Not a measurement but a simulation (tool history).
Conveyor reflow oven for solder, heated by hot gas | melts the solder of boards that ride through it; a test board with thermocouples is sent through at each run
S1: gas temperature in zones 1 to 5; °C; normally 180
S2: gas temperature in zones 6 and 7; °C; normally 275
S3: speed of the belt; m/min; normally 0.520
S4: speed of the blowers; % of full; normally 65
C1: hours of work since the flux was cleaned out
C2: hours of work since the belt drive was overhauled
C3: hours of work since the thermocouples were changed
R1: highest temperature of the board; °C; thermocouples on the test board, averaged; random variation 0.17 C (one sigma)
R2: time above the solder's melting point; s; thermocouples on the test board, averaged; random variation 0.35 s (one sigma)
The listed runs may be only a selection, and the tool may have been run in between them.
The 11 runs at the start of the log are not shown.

{"run": 12, "hour": 113.0, "S1": 180, "S2": 275, "S3": 0.607, "S4": 65, "C1": 99, "C2": 89, "C3": 92, "R1": 256.4, "R2": 64.0}
{"run": 13, "hour": 122.0, "S1": 180, "S2": 275, "S3": 0.607, "S4": 65, "C1": 103, "C2": 93, "C3": 96, "R1": 256.3, "R2": 63.1}
{"run": 14, "hour": 128.6, "S1": 180, "S2": 275, "S3": 0.607, "S4": 53, "C1": 106, "C2": 96, "C3": 99, "R1": 252.4, "R2": 59.8}
{"run": 15, "hour": 136.0, "S1": 180, "S2": 275, "S3": 0.52, "S4": 65, "C1": 109, "C2": 100, "C3": 102, "R1": 261.3, "R2": 78.5}
{"run": 16, "hour": 150.6, "S1": 180, "S2": 275, "S3": 0.52, "S4": 62, "C1": 116, "C2": 106, "C3": 109, "R1": 260.8, "R2": 77.8}
{"run": 17, "hour": 157.8, "S1": 180, "S2": 275, "S3": 0.52, "S4": 62, "C1": 119, "C2": 110, "C3": 112, "R1": 260.5, "R2": 78.6}
{"hour": 163.6, "done": "flux residue cleaned out of gas plates and filters"}
{"run": 18, "hour": 171.9, "S1": 177, "S2": 275, "S3": 0.52, "S4": 65, "C1": 4, "C2": 114, "C3": 117, "R1": 260.3, "R2": 77.1}
{"run": 19, "hour": 184.2, "S1": 178, "S2": 274, "S3": 0.434, "S4": 60, "C1": 9, "C2": 119, "C3": 122, "R1": 263.5, "R2": 96.5}
{"run": 20, "hour": 200.1, "S1": 195, "S2": 275, "S3": 0.52, "S4": 65, "C1": 17, "C2": 127, "C3": 130, "R1": 263.1, "R2": 86.5}
{"run": 21, "hour": 212.9, "S1": 188, "S2": 275, "S3": 0.52, "S4": 74, "C1": 23, "C2": 133, "C3": 135, "R1": 263.3, "R2": 83.9}
{"hour": 225.4, "done": "flux residue cleaned out of gas plates and filters, once more"}
{"run": 22, "hour": 230.0, "S1": 173, "S2": 275, "S3": 0.52, "S4": 74, "C1": 2, "C2": 138, "C3": 141, "R1": 263.4, "R2": 77.7}
{"run": 23, "hour": 244.8, "S1": 194, "S2": 275, "S3": 0.452, "S4": 70, "C1": 9, "C2": 145, "C3": 148, "R1": 267.7, "R2": 102.9}
{"run": 24, "hour": 258.0, "S1": 194, "S2": 275, "S3": 0.452, "S4": 70, "C1": 15, "C2": 151, "C3": 154, "R1": 268.0, "R2": 103.4}
{"run": 25, "hour": 273.4, "S1": 194, "S2": 275, "S3": 0.452, "S4": 70, "C1": 22, "C2": 158, "C3": 161, "R1": 267.9, "R2": 103.8}
{"run": 26, "hour": 286.1, "S1": 186, "S2": 289, "S3": 0.485, "S4": 79, "C1": 28, "C2": 164, "C3": 167, "R1": 279.8, "R2": 97.2}
{"run": 27, "hour": 297.4, "S1": 165, "S2": 289, "S3": 0.563, "S4": 87, "C1": 33, "C2": 169, "C3": 172, "R1": 274.8, "R2": 75.3}
{"run": 28, "hour": 309.2, "S1": 180, "S2": 279, "S3": 0.52, "S4": 65, "C1": 38, "C2": 174, "C3": 177, "R1": 265.9, "R2": 82.3}
{"run": 29, "hour": 321.8, "S1": 188, "S2": 279, "S3": 0.459, "S4": 65, "C1": 44, "C2": 180, "C3": 183, "R1": 269.6, "R2": 99.8}
{"run": 30, "hour": 335.8, "S1": 188, "S2": 279, "S3": 0.593, "S4": 82, "C1": 51, "C2": 187, "C3": 190, "R1": 266.6, "R2": 75.0}

What does the tool deliver on the next run?
{"run": 31, "hour": 348.3, "S1": 180, "S2": 270, "S3": 0.493, "S4": 65, "C1": 56, "C2": 192, "C3": 195, "R1": "?", "R2": "?"}

R1: 259.0 °C
R2: 81.8 s
Had the tool carried no hidden state, the very same run would have given R1 259.1 °C, R2 81.6 s.
